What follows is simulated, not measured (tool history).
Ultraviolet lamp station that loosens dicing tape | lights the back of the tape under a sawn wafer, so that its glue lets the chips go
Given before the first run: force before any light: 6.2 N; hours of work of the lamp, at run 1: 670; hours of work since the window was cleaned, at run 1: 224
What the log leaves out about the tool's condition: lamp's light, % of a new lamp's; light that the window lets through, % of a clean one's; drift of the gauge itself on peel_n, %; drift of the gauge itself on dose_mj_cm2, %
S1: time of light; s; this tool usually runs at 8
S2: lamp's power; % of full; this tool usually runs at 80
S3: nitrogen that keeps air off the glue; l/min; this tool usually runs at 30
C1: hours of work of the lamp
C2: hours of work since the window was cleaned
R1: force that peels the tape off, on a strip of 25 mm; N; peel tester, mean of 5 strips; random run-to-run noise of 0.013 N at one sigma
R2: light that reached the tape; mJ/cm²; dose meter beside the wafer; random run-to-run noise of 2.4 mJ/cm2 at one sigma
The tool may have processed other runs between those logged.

{"run": 1, "hour": 0.0, "S1": 8, "S2": 80, "S3": 30, "C1": 670, "C2": 224, "R1": 0.871, "R2": 223}
{"run": 2, "hour": 31.2, "S1": 8, "S2": 74, "S3": 30, "C1": 692, "C2": 246, "R1": 0.975, "R2": 209}
{"run": 3, "hour": 64.1, "S1": 5, "S2": 74, "S3": 30, "C1": 715, "C2": 269, "R1": 1.94, "R2": 125}
{"run": 4, "hour": 93.2, "S1": 5, "S2": 93, "S3": 30, "C1": 735, "C2": 289, "R1": 1.491, "R2": 157}
{"run": 5, "hour": 140.4, "S1": 9, "S2": 80, "S3": 30, "C1": 769, "C2": 323, "R1": 0.767, "R2": 239}
{"run": 6, "hour": 164.3, "S1": 9, "S2": 80, "S3": 30, "C1": 785, "C2": 339, "R1": 0.762, "R2": 238}
{"run": 7, "hour": 194.5, "S1": 9, "S2": 80, "S3": 30, "C1": 806, "C2": 360, "R1": 0.782, "R2": 237}
{"run": 8, "hour": 216.6, "S1": 15, "S2": 80, "S3": 30, "C1": 822, "C2": 376, "R1": 0.302, "R2": 389}
{"run": 9, "hour": 243.6, "S1": 15, "S2": 80, "S3": 30, "C1": 841, "C2": 395, "R1": 0.309, "R2": 390}
{"run": 10, "hour": 283.1, "S1": 15, "S2": 80, "S3": 30, "C1": 869, "C2": 423, "R1": 0.323, "R2": 384}
{"run": 11, "hour": 317.5, "S1": 8, "S2": 79, "S3": 30, "C1": 893, "C2": 447, "R1": 1.006, "R2": 198}
{"run": 12, "hour": 347.6, "S1": 8, "S2": 79, "S3": 30, "C1": 914, "C2": 468, "R1": 1.015, "R2": 198}
{"run": 13, "hour": 368.7, "S1": 5, "S2": 80, "S3": 30, "C1": 929, "C2": 483, "R1": 1.892, "R2": 127}
{"hour": 373.1, "done": "window cleaned of glue's vapour"}
{"run": 14, "hour": 402.1, "S1": 5, "S2": 80, "S3": 30, "C1": 952, "C2": 20, "R1": 2.049, "R2": 124}
{"run": 15, "hour": 433.5, "S1": 5, "S2": 80, "S3": 30, "C1": 974, "C2": 42, "R1": 1.923, "R2": 122}
{"run": 16, "hour": 463.1, "S1": 5, "S2": 80, "S3": 30, "C1": 995, "C2": 63, "R1": 1.975, "R2": 123}
{"run": 17, "hour": 504.0, "S1": 8, "S2": 80, "S3": 30, "C1": 1023, "C2": 92, "R1": 1.093, "R2": 190}
{"run": 18, "hour": 553.4, "S1": 8, "S2": 80, "S3": 30, "C1": 1058, "C2": 126, "R1": 1.126, "R2": 192}
{"run": 19, "hour": 582.9, "S1": 8, "S2": 77, "S3": 30, "C1": 1079, "C2": 147, "R1": 1.183, "R2": 182}
{"run": 20, "hour": 604.9, "S1": 8, "S2": 77, "S3": 30, "C1": 1094, "C2": 163, "R1": 1.226, "R2": 184}
{"hour": 628.8, "done": "window cleaned of glue's vapour, once more"}
{"run": 21, "hour": 635.8, "S1": 8, "S2": 80, "S3": 30, "C1": 1115, "C2": 5, "R1": 1.026, "R2": 199}
{"run": 22, "hour": 656.8, "S1": 8, "S2": 80, "S3": 30, "C1": 1130, "C2": 20, "R1": 1.058, "R2": 193}
{"run": 23, "hour": 688.2, "S1": 8, "S2": 89, "S3": 30, "C1": 1152, "C2": 42, "R1": 0.929, "R2": 217}
{"run": 24, "hour": 714.9, "S1": 8, "S2": 89, "S3": 30, "C1": 1171, "C2": 60, "R1": 0.899, "R2": 216}
{"run": 25, "hour": 753.6, "S1": 8, "S2": 62, "S3": 30, "C1": 1198, "C2": 88, "R1": 1.525, "R2": 147}
{"run": 26, "hour": 788.8, "S1": 5, "S2": 69, "S3": 30, "C1": 1223, "C2": 112, "R1": 2.316, "R2": 104}
{"run": 27, "hour": 820.2, "S1": 10, "S2": 80, "S3": 30, "C1": 1245, "C2": 134, "R1": 0.801, "R2": 235}
{"run": 28, "hour": 857.5, "S1": 12, "S2": 88, "S3": 30, "C1": 1271, "C2": 160, "R1": 0.486, "R2": 305}
{"run": 29, "hour": 898.4, "S1": 12, "S2": 88, "S3": 30, "C1": 1300, "C2": 189, "R1": 0.498, "R2": 306}
{"run": 30, "hour": 938.0, "S1": 12, "S2": 88, "S3": 30, "C1": 1327, "C2": 217, "R1": 0.511, "R2": 303}
{"run": 31, "hour": 970.4, "S1": 7, "S2": 62, "S3": 15, "C1": 1350, "C2": 240, "R1": 2.573, "R2": 122}
{"run": 32, "hour": 999.2, "S1": 7, "S2": 62, "S3": 15, "C1": 1370, "C2": 260, "R1": 2.664, "R2": 121}
{"run": 33, "hour": 1039.6, "S1": 12, "S2": 80, "S3": 25, "C1": 1399, "C2": 288, "R1": 0.732, "R2": 261}
{"run": 34, "hour": 1082.1, "S1": 12, "S2": 80, "S3": 25, "C1": 1428, "C2": 318, "R1": 0.768, "R2": 262}
{"run": 35, "hour": 1129.8, "S1": 12, "S2": 84, "S3": 25, "C1": 1462, "C2": 351, "R1": 0.668, "R2": 265}
{"run": 36, "hour": 1163.7, "S1": 8, "S2": 80, "S3": 11, "C1": 1486, "C2": 375, "R1": 2.176, "R2": 167}
{"run": 37, "hour": 1193.1, "S1": 8, "S2": 80, "S3": 11, "C1": 1506, "C2": 396, "R1": 2.206, "R2": 169}
{"run": 38, "hour": 1234.2, "S1": 7, "S2": 98, "S3": 11, "C1": 1535, "C2": 425, "R1": 2.062, "R2": 181}
{"run": 39, "hour": 1275.9, "S1": 7, "S2": 98, "S3": 11, "C1": 1564, "C2": 454, "R1": 2.077, "R2": 175}
{"run": 40, "hour": 1296.8, "S1": 7, "S2": 98, "S3": 11, "C1": 1579, "C2": 469, "R1": 2.138, "R2": 174}
{"hour": 1331.2, "done": "lamp changed"}
{"run": 41, "hour": 1345.5, "S1": 4, "S2": 98, "S3": 11, "C1": 10, "C2": 502, "R1": 2.355, "R2": 157}
{"run": 42, "hour": 1376.5, "S1": 4, "S2": 61, "S3": 20, "C1": 32, "C2": 524, "R1": 2.886, "R2": 96}

For each entry between runs, how does the tool's hidden state at the last listed run before it compare with that at the first listed run after it?
From run 13 to run 14: window cleaned of glue's vapour (hour 373.1)
  lamp's light, % of a new lamp's: 78.6 -> 78.1; light that the window lets through, % of a clean one's: 95.4 -> 94.5
  measured value less the no-hidden-state value, R1: +0.578 -> +0.654 N; R2: -42 -> -44 mJ/cm²
From run 20 to run 21: window cleaned of glue's vapour, once more (hour 628.8)
  lamp's light, % of a new lamp's: 74.8 -> 74.3; light that the window lets through, % of a clean one's: 93.4 -> 99
  measured value less the no-hidden-state value, R1: +0.556 -> +0.427 N; R2: -78 -> -71 mJ/cm²
From run 40 to run 41: lamp changed (hour 1331.2)
  lamp's light, % of a new lamp's: 63.7 -> 98.9; light that the window lets through, % of a clean one's: 95.2 -> 94.9
  measured value less the no-hidden-state value, R1: +1.023 -> +0.139 N; R2: -114 -> -11 mJ/cm²
